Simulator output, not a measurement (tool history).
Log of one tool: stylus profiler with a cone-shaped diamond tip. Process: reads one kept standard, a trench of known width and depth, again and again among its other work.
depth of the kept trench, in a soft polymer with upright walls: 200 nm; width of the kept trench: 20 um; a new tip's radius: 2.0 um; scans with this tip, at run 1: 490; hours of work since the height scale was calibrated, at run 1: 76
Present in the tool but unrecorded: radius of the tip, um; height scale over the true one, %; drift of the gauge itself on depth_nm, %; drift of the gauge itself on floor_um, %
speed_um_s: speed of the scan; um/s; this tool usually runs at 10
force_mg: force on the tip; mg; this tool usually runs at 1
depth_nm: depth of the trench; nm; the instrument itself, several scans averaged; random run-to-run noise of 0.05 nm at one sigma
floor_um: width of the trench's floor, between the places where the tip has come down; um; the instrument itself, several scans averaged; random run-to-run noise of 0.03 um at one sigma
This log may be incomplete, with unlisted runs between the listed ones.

| run | hour | speed_um_s | force_mg | scans with this tip | hours of work since the height scale was calibrated | depth_nm | floor_um |
|---|---|---|---|---|---|---|---|
| 1 | 0 | 10 | 1 | 490 | 76 | 201.01 | 18.18 |
| 2 | 24.3 | 10 | 1 | 586 | 91 | 201.03 | 18.15 |
| 3 | 43.3 | 10 | 1 | 661 | 103 | 201.03 | 18.19 |
| 4 | 57 | 10 | 1 | 715 | 111 | 201.01 | 18.17 |
| 5 | 74.3 | 10 | 1 | 783 | 122 | 200.95 | 18.11 |
| 6 | 103.3 | 10 | 0.36 | 898 | 140 | 200.53 | 18.12 |
| 7 | 130.7 | 10 | 1 | 1006 | 157 | 201 | 18.12 |
| 8 | 158.2 | 10 | 1 | 1114 | 173 | 200.97 | 18.15 |
| 9 | 177.2 | 10 | 1 | 1189 | 185 | 200.99 | 18.13 |
| 10 | 198.2 | 10 | 1 | 1271 | 198 | 201.06 | 18.12 |
| 11 | 214.3 | 10 | 1 | 1335 | 208 | 201.01 | 18.11 |
| 12 | 230.1 | 10 | 1 | 1397 | 218 | 201.03 | 18.15 |
| 13 | 255.7 | 10 | 1 | 1498 | 233 | 201.01 | 18.14 |
| 14 | 287.5 | 10 | 1 | 1623 | 253 | 201.01 | 18.09 |
| 15 | 308.8 | 10 | 1 | 1707 | 266 | 200.95 | 18.06 |
| 16 | 330.9 | 10 | 1 | 1794 | 279 | 201.02 | 18.13 |
| 17 | 356 | 10 | 1 | 1893 | 295 | 200.99 | 18.11 |
| 18 | 381.3 | 10 | 1 | 1993 | 310 | 201.09 | 18.07 |
| 19 | 402.7 | 10 | 1 | 2077 | 324 | 200.96 | 18.1 |
| 20 | 431.6 | 10 | 0.8 | 2191 | 341 | 200.86 | 18.07 |
| 21 | 449.5 | 10 | 1 | 2261 | 352 | 201.06 | 18.05 |
| 22 | 465.8 | 10 | 1 | 2326 | 362 | 201 | 18.09 |
| 23 | 483.6 | 10 | 1 | 2396 | 373 | 201.12 | 18.09 |
| 24 | 511.9 | 16 | 1 | 2507 | 391 | 201.07 | 18.07 |
| 25 | 540.4 | 32 | 0.97 | 2620 | 408 | 201.04 | 17.98 |
| 26 | 571.5 | 27 | 0.46 | 2742 | 427 | 200.65 | 17.91 |
| 27 | 588.1 | 7 | 0.54 | 2808 | 437 | 200.69 | 18.07 |
| 28 | 619.9 | 13 | 1.45 | 2933 | 457 | 201.35 | 18.06 |
| 29 | 648 | 10 | 0.42 | 3044 | 474 | 200.7 | 18.06 |
| 30 | 663.7 | 3 | 0.92 | 3106 | 484 | 200.94 | 18.06 |
| 31 | 695.9 | 3 | 0.92 | 3233 | 504 | 201.01 | 18.08 |
| 32 | 713.6 | 13 | 0.97 | 3302 | 514 | 201.12 | 18.09 |
| 33 | 731.6 | 2 | 0.76 | 3373 | 525 | 200.95 | 18.09 |
| 34 | 754.9 | 2 | 0.76 | 3465 | 540 | 200.89 | 18.1 |
| 35 | 778.1 | 9 | 0.76 | 3556 | 554 | 200.93 | 18.02 |
| 36 | 794 | 27 | 0.77 | 3619 | 564 | 201 | 17.91 |
| 37 | 827.9 | 27 | 0.77 | 3753 | 585 | 201 | 17.95 |

Expected results for the next run?
| 38 | 858.5 | 4 | 0.83 | 3873 | 603 | ? | ? |

{"run 38": {"depth_nm": 201.04, "floor_um": 18.06}}
If the tool had no hidden condition, the same run with the same run-to-run variation would have returned depth_nm 200.98 nm, floor_um 18.21 um.

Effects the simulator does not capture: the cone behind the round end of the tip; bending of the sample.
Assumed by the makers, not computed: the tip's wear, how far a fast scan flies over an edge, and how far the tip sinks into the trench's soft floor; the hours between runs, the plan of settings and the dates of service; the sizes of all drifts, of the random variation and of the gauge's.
